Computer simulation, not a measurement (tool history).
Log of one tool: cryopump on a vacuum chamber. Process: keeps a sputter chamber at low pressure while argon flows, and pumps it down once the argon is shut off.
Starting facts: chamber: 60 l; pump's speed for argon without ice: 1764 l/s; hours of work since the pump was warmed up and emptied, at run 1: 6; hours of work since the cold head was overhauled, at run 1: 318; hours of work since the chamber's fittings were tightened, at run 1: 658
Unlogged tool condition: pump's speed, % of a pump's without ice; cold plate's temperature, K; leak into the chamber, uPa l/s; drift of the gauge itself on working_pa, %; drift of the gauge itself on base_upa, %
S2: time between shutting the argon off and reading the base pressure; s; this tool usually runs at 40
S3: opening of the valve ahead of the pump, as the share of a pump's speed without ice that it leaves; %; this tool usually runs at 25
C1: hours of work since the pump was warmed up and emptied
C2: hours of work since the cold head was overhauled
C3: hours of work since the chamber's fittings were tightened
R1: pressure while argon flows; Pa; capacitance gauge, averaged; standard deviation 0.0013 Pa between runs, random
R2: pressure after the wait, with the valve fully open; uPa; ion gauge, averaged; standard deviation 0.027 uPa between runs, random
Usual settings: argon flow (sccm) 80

{"run": 1, "hour": 0.0, "argon flow (sccm)": 80, "S2": 40, "S3": 25, "C1": 6, "C2": 318, "C3": 658, "R1": 0.3067, "R2": 1.36}
{"run": 2, "hour": 18.3, "argon flow (sccm)": 80, "S2": 40, "S3": 25, "C1": 15, "C2": 328, "C3": 668, "R1": 0.3064, "R2": 1.33}
{"run": 3, "hour": 46.5, "argon flow (sccm)": 80, "S2": 40, "S3": 25, "C1": 30, "C2": 342, "C3": 682, "R1": 0.3087, "R2": 1.31}
{"run": 4, "hour": 68.5, "argon flow (sccm)": 80, "S2": 125, "S3": 25, "C1": 41, "C2": 353, "C3": 693, "R1": 0.3105, "R2": 0.65}
{"run": 5, "hour": 110.5, "argon flow (sccm)": 80, "S2": 125, "S3": 25, "C1": 62, "C2": 375, "C3": 715, "R1": 0.3104, "R2": 0.65}
{"run": 6, "hour": 134.0, "argon flow (sccm)": 80, "S2": 125, "S3": 25, "C1": 74, "C2": 387, "C3": 727, "R1": 0.3098, "R2": 0.65}
{"run": 7, "hour": 152.8, "argon flow (sccm)": 80, "S2": 255, "S3": 25, "C1": 84, "C2": 396, "C3": 737, "R1": 0.3104, "R2": 0.47}
{"run": 8, "hour": 187.9, "argon flow (sccm)": 80, "S2": 255, "S3": 25, "C1": 102, "C2": 414, "C3": 754, "R1": 0.3123, "R2": 0.46}
{"run": 9, "hour": 215.9, "argon flow (sccm)": 80, "S2": 40, "S3": 25, "C1": 116, "C2": 429, "C3": 769, "R1": 0.313, "R2": 1.4}
{"run": 10, "hour": 243.4, "argon flow (sccm)": 39, "S2": 40, "S3": 25, "C1": 130, "C2": 443, "C3": 783, "R1": 0.1532, "R2": 1.34}
{"run": 11, "hour": 276.0, "argon flow (sccm)": 39, "S2": 40, "S3": 25, "C1": 147, "C2": 459, "C3": 799, "R1": 0.1537, "R2": 1.36}
{"run": 12, "hour": 316.3, "argon flow (sccm)": 80, "S2": 40, "S3": 16, "C1": 167, "C2": 480, "C3": 820, "R1": 0.4886, "R2": 1.35}
{"run": 13, "hour": 345.5, "argon flow (sccm)": 80, "S2": 40, "S3": 16, "C1": 182, "C2": 495, "C3": 835, "R1": 0.488, "R2": 1.41}
{"run": 14, "hour": 378.7, "argon flow (sccm)": 80, "S2": 29, "S3": 25, "C1": 199, "C2": 512, "C3": 852, "R1": 0.3157, "R2": 1.8}
{"run": 15, "hour": 416.1, "argon flow (sccm)": 80, "S2": 40, "S3": 25, "C1": 218, "C2": 531, "C3": 871, "R1": 0.319, "R2": 1.41}
{"run": 16, "hour": 458.7, "argon flow (sccm)": 80, "S2": 40, "S3": 25, "C1": 240, "C2": 553, "C3": 893, "R1": 0.3174, "R2": 1.37}
{"run": 17, "hour": 484.6, "argon flow (sccm)": 80, "S2": 40, "S3": 25, "C1": 253, "C2": 566, "C3": 906, "R1": 0.3187, "R2": 1.37}
{"run": 18, "hour": 507.2, "argon flow (sccm)": 80, "S2": 40, "S3": 25, "C1": 265, "C2": 578, "C3": 918, "R1": 0.3193, "R2": 1.42}
{"run": 19, "hour": 534.1, "argon flow (sccm)": 112, "S2": 65, "S3": 26, "C1": 279, "C2": 591, "C3": 931, "R1": 0.4344, "R2": 1.01}
{"run": 20, "hour": 572.7, "argon flow (sccm)": 112, "S2": 65, "S3": 26, "C1": 298, "C2": 611, "C3": 951, "R1": 0.4342, "R2": 1.06}
{"hour": 586.5, "done": "pump warmed up, emptied and cooled again"}
{"run": 21, "hour": 600.4, "argon flow (sccm)": 117, "S2": 41, "S3": 16, "C1": 7, "C2": 623, "C3": 963, "R1": 0.7058, "R2": 1.3}
{"run": 22, "hour": 629.7, "argon flow (sccm)": 117, "S2": 41, "S3": 27, "C1": 22, "C2": 638, "C3": 978, "R1": 0.4177, "R2": 1.32}
{"run": 23, "hour": 652.6, "argon flow (sccm)": 117, "S2": 41, "S3": 27, "C1": 34, "C2": 649, "C3": 989, "R1": 0.4178, "R2": 1.34}
{"run": 24, "hour": 691.8, "argon flow (sccm)": 117, "S2": 41, "S3": 27, "C1": 54, "C2": 669, "C3": 1009, "R1": 0.4199, "R2": 1.31}
{"run": 25, "hour": 736.4, "argon flow (sccm)": 117, "S2": 232, "S3": 27, "C1": 77, "C2": 692, "C3": 1032, "R1": 0.4217, "R2": 0.49}
{"run": 26, "hour": 775.9, "argon flow (sccm)": 134, "S2": 31, "S3": 25, "C1": 97, "C2": 712, "C3": 1052, "R1": 0.5166, "R2": 1.69}
{"run": 27, "hour": 819.2, "argon flow (sccm)": 80, "S2": 152, "S3": 16, "C1": 119, "C2": 734, "C3": 1075, "R1": 0.4856, "R2": 0.61}
{"run": 28, "hour": 841.4, "argon flow (sccm)": 146, "S2": 42, "S3": 16, "C1": 130, "C2": 746, "C3": 1086, "R1": 0.8874, "R2": 1.36}
{"run": 29, "hour": 864.3, "argon flow (sccm)": 42, "S2": 89, "S3": 40, "C1": 142, "C2": 757, "C3": 1098, "R1": 0.1047, "R2": 0.8}
{"run": 30, "hour": 896.8, "argon flow (sccm)": 42, "S2": 30, "S3": 40, "C1": 159, "C2": 774, "C3": 1114, "R1": 0.1028, "R2": 1.81}
{"run": 31, "hour": 916.8, "argon flow (sccm)": 46, "S2": 30, "S3": 21, "C1": 169, "C2": 784, "C3": 1124, "R1": 0.2151, "R2": 1.73}
{"run": 32, "hour": 940.9, "argon flow (sccm)": 109, "S2": 30, "S3": 25, "C1": 181, "C2": 797, "C3": 1137, "R1": 0.4276, "R2": 1.75}
{"run": 33, "hour": 967.4, "argon flow (sccm)": 109, "S2": 30, "S3": 25, "C1": 195, "C2": 810, "C3": 1150, "R1": 0.4303, "R2": 1.82}
{"run": 34, "hour": 1002.1, "argon flow (sccm)": 109, "S2": 30, "S3": 25, "C1": 212, "C2": 828, "C3": 1168, "R1": 0.4325, "R2": 1.75}

Below are 3 alternative next runs, each starting from the tool's condition after run 34. Predict each:
{"run": "A", "hour": 1039.4, "argon flow (sccm)": 35, "S2": 30, "S3": 49, "C1": 231, "C2": 847, "C3": 1187, "R1": "?", "R2": "?"}
{"run": "B", "hour": 1039.4, "argon flow (sccm)": 80, "S2": 40, "S3": 52, "C1": 231, "C2": 847, "C3": 1187, "R1": "?", "R2": "?"}
{"run": "C", "hour": 1039.4, "argon flow (sccm)": 43, "S2": 38, "S3": 19, "C1": 231, "C2": 847, "C3": 1187, "R1": "?", "R2": "?"}

run=A R1=0.0734 R2=1.79
run=B R1=0.1591 R2=1.38
run=C R1=0.2252 R2=1.50
What these runs would have given with no unlogged condition in the tool:
run=A R1=0.0682 R2=1.60
run=B R1=0.1471 R2=1.19
run=C R1=0.2187 R2=1.30
